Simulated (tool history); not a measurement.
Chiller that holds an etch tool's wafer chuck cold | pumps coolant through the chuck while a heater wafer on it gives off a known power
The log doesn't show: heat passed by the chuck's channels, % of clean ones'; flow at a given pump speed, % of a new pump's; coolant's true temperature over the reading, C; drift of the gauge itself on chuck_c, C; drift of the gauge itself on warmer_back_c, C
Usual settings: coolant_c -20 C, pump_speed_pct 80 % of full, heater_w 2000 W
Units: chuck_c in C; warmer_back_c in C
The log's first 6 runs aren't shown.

| run | hour | coolant_c | pump_speed_pct | heater_w | hours since the coolant was changed and the channels were flushed | hours since the pump was overhauled | hours since the chiller's thermometer was calibrated | chuck_c | warmer_back_c |
|---|---|---|---|---|---|---|---|---|---|
| 7 | 205.1 | -20 | 66 | 2000 | 2878 | 1612 | 1612 | 5 | 9.12 |
| 8 | 232.2 | -20 | 66 | 2000 | 2905 | 1639 | 1639 | 5.1 | 9.12 |
| 9 | 261.9 | -20 | 66 | 2000 | 2935 | 1669 | 1669 | 5 | 9.15 |
| 10 | 294 | -20 | 66 | 2000 | 2967 | 1701 | 1701 | 5.1 | 9.15 |
| 11 | 323.8 | -20 | 66 | 2000 | 2997 | 1731 | 1731 | 5.2 | 9.06 |
| 12 | 343.1 | -20 | 66 | 2000 | 3016 | 1750 | 1750 | 5.4 | 9.14 |
| 13 | 378.6 | -20 | 66 | 2000 | 3052 | 1786 | 1786 | 5.3 | 9.22 |
|  | 386.9 | coolant pump overhauled |
| 14 | 425.9 | -20 | 80 | 2000 | 3094 | 39 | 1828 | 2.9 | 7.79 |
| 15 | 452.6 | -20 | 80 | 2000 | 3121 | 66 | 1855 | 2.9 | 7.75 |
| 16 | 480.9 | -29 | 80 | 2000 | 3149 | 94 | 1883 | -6.2 | 7.82 |
| 17 | 512.6 | -14 | 83 | 1238 | 3181 | 126 | 1915 | 0 | 4.65 |
|  | 519.9 | coolant pump overhauled, once more |
| 18 | 548.6 | -12 | 85 | 2879 | 3212 | 29 | 1946 | 17.5 | 9.43 |
| 19 | 586.8 | -29 | 85 | 2879 | 3250 | 67 | 1984 | 0.5 | 9.45 |
| 20 | 615.1 | -25 | 64 | 1035 | 3278 | 95 | 2012 | -11.8 | 4.61 |
| 21 | 646.5 | -25 | 64 | 1035 | 3310 | 127 | 2044 | -11.9 | 4.59 |
| 22 | 681.2 | -25 | 90 | 1517 | 3344 | 161 | 2078 | -9.7 | 4.67 |
| 23 | 710.8 | -23 | 90 | 1517 | 3374 | 191 | 2108 | -7.6 | 4.76 |
|  | 742.5 | coolant changed, channels flushed |
| 24 | 744.3 | -30 | 77 | 2529 | 2 | 218 | 2135 | -3.6 | 9.29 |
| 25 | 780.2 | -13 | 66 | 2529 | 38 | 254 | 2171 | 15.9 | 10.98 |
| 26 | 824.5 | -13 | 66 | 2529 | 82 | 299 | 2216 | 16.1 | 10.96 |
| 27 | 861.4 | -13 | 66 | 2529 | 119 | 336 | 2253 | 16.1 | 10.98 |
| 28 | 900.9 | -28 | 80 | 1160 | 158 | 375 | 2292 | -16 | 4.11 |
| 29 | 924.3 | -28 | 80 | 1160 | 182 | 398 | 2315 | -15.9 | 4.14 |
| 30 | 953.8 | -28 | 64 | 2105 | 211 | 428 | 2345 | -3 | 9.54 |
| 31 | 999 | -16 | 80 | 2109 | 257 | 473 | 2390 | 5.6 | 7.52 |

Forecast each of these 4 alternatives for the next run:
| A | 1037 | -20 | 84 | 2007 | 295 | 511 | 2428 | ? | ? |
| B | 1037 | -25 | 83 | 1206 | 295 | 511 | 2428 | ? | ? |
| C | 1037 | -21 | 69 | 2109 | 295 | 511 | 2428 | ? | ? |
| D | 1037 | -16 | 82 | 2996 | 295 | 511 | 2428 | ? | ? |

| run | chuck_c | warmer_back_c |
|---|---|---|
| A | 0.1 | 6.8 |
| B | -12.9 | 4.17 |
| C | 2.8 | 8.79 |
| D | 13.9 | 10.38 |
Without the tool's hidden state the same runs would have given:
| run | chuck_c | warmer_back_c |
|---|---|---|
| A | -0.9 | 6.65 |
| B | -13.7 | 4.07 |
| C | 1.8 | 8.59 |
| D | 12.8 | 10.15 |
